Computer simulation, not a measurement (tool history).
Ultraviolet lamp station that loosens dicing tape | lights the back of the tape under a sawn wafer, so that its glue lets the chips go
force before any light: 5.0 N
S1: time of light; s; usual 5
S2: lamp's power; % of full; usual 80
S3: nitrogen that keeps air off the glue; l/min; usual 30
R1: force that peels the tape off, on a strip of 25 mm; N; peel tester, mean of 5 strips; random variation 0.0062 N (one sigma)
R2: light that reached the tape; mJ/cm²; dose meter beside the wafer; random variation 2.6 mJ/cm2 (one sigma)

{"run": 1, "hour": 0.0, "S1": 5, "S2": 80, "S3": 30, "R1": 0.193, "R2": 330}
{"run": 2, "hour": 22.9, "S1": 5, "S2": 80, "S3": 30, "R1": 0.188, "R2": 329}
{"run": 3, "hour": 45.9, "S1": 5, "S2": 80, "S3": 30, "R1": 0.192, "R2": 327}
{"run": 4, "hour": 66.1, "S1": 5, "S2": 80, "S3": 30, "R1": 0.187, "R2": 328}
{"run": 5, "hour": 90.7, "S1": 5, "S2": 80, "S3": 30, "R1": 0.173, "R2": 327}
{"run": 6, "hour": 116.2, "S1": 5, "S2": 80, "S3": 30, "R1": 0.182, "R2": 328}
{"run": 7, "hour": 128.4, "S1": 5, "S2": 80, "S3": 30, "R1": 0.181, "R2": 328}
{"run": 8, "hour": 153.4, "S1": 5, "S2": 80, "S3": 30, "R1": 0.182, "R2": 326}
{"run": 9, "hour": 167.6, "S1": 5, "S2": 80, "S3": 30, "R1": 0.179, "R2": 328}
{"run": 10, "hour": 179.3, "S1": 8, "S2": 64, "S3": 52, "R1": 0.102, "R2": 423}
{"run": 11, "hour": 196.7, "S1": 5, "S2": 94, "S3": 25, "R1": 0.164, "R2": 384}
{"run": 12, "hour": 213.2, "S1": 5, "S2": 94, "S3": 25, "R1": 0.151, "R2": 384}
{"run": 13, "hour": 226.0, "S1": 6, "S2": 80, "S3": 24, "R1": 0.152, "R2": 393}
{"run": 14, "hour": 246.1, "S1": 6, "S2": 98, "S3": 53, "R1": 0.105, "R2": 479}
{"run": 15, "hour": 271.8, "S1": 8, "S2": 96, "S3": 43, "R1": 0.099, "R2": 631}
{"run": 16, "hour": 282.9, "S1": 2, "S2": 83, "S3": 18, "R1": 1.369, "R2": 138}
{"run": 17, "hour": 304.0, "S1": 2, "S2": 83, "S3": 18, "R1": 1.37, "R2": 137}

Forecast each of these 5 alternatives for the next run:
{"run": "A", "hour": 326.2, "S1": 4, "S2": 83, "S3": 39, "R1": "?", "R2": "?"}
{"run": "B", "hour": 326.2, "S1": 5, "S2": 80, "S3": 9, "R1": "?", "R2": "?"}
{"run": "C", "hour": 326.2, "S1": 2, "S2": 62, "S3": 18, "R1": "?", "R2": "?"}
{"run": "D", "hour": 326.2, "S1": 5, "S2": 72, "S3": 49, "R1": "?", "R2": "?"}
{"run": "E", "hour": 326.2, "S1": 6, "S2": 68, "S3": 18, "R1": "?", "R2": "?"}

run=A R1=0.207 R2=269
run=B R1=0.515 R2=329
run=C R1=1.839 R2=98
run=D R1=0.165 R2=297
run=E R1=0.265 R2=331
Without the tool's hidden state the same runs would have given:
run=A R1=0.207 R2=269
run=B R1=0.515 R2=329
run=C R1=1.838 R2=99
run=D R1=0.165 R2=297
run=E R1=0.265 R2=331

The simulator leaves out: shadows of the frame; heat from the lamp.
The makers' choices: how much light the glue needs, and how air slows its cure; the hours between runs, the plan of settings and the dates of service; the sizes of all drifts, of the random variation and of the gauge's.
